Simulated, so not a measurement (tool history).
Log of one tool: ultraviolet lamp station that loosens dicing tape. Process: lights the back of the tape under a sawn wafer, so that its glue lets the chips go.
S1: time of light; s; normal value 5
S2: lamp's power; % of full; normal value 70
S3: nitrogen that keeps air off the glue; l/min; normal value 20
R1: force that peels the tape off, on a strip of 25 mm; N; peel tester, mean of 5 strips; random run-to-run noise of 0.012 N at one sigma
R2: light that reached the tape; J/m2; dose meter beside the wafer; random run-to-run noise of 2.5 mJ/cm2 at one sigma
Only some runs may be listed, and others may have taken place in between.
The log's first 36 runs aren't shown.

Run 37, hour 731: usual settings but S1 4 s, S2 87 % of full, S3 7 l/min. Result: R1 2.023 N, R2 2170 J/m2.
Run 38, hour 752.6: usual settings but S1 4 s, S2 87 % of full, S3 7 l/min. Result: R1 2.049 N, R2 2200 J/m2.
Run 39, hour 773.1: usual settings but S1 4 s, S2 64 % of full. Result: R1 1.65 N, R2 1560 J/m2.
Run 40, hour 803.2: usual settings but S1 4 s, S2 64 % of full, S3 26 l/min. Result: R1 1.482 N, R2 1560 J/m2.
Run 41, hour 833.6: usual settings but S1 4 s, S2 64 % of full, S3 26 l/min. Result: R1 1.429 N, R2 1570 J/m2.
Run 42, hour 854.6: usual settings but S1 4 s, S2 64 % of full, S3 26 l/min. Result: R1 1.479 N, R2 1540 J/m2.
Run 43, hour 870.9: usual settings but S2 64 % of full, S3 8 l/min. Result: R1 2.277 N, R2 1900 J/m2.
Run 44, hour 900.9: usual settings but S1 6 s, S2 62 % of full, S3 7 l/min. Result: R1 2.031 N, R2 2200 J/m2.

Alternative continuations, all from the tool just after run 44; predict every row:
Run A, hour 918.4: usual settings. Result: R1 ?, R2 ?.
Run B, hour 918.4: usual settings but S1 6 s, S2 69 % of full, S3 16 l/min. Result: R1 ?, R2 ?.
Run C, hour 918.4: usual settings but S1 6 s, S2 62 % of full, S3 10 l/min. Result: R1 ?, R2 ?.

run     R1    R2
  A  1.106  2080
  B  0.886  2470
  C  1.601  2170
Without the tool's hidden state the same runs would have given:
run     R1    R2
  A  0.551  2950
  B  0.435  3500
  C  0.854  3090

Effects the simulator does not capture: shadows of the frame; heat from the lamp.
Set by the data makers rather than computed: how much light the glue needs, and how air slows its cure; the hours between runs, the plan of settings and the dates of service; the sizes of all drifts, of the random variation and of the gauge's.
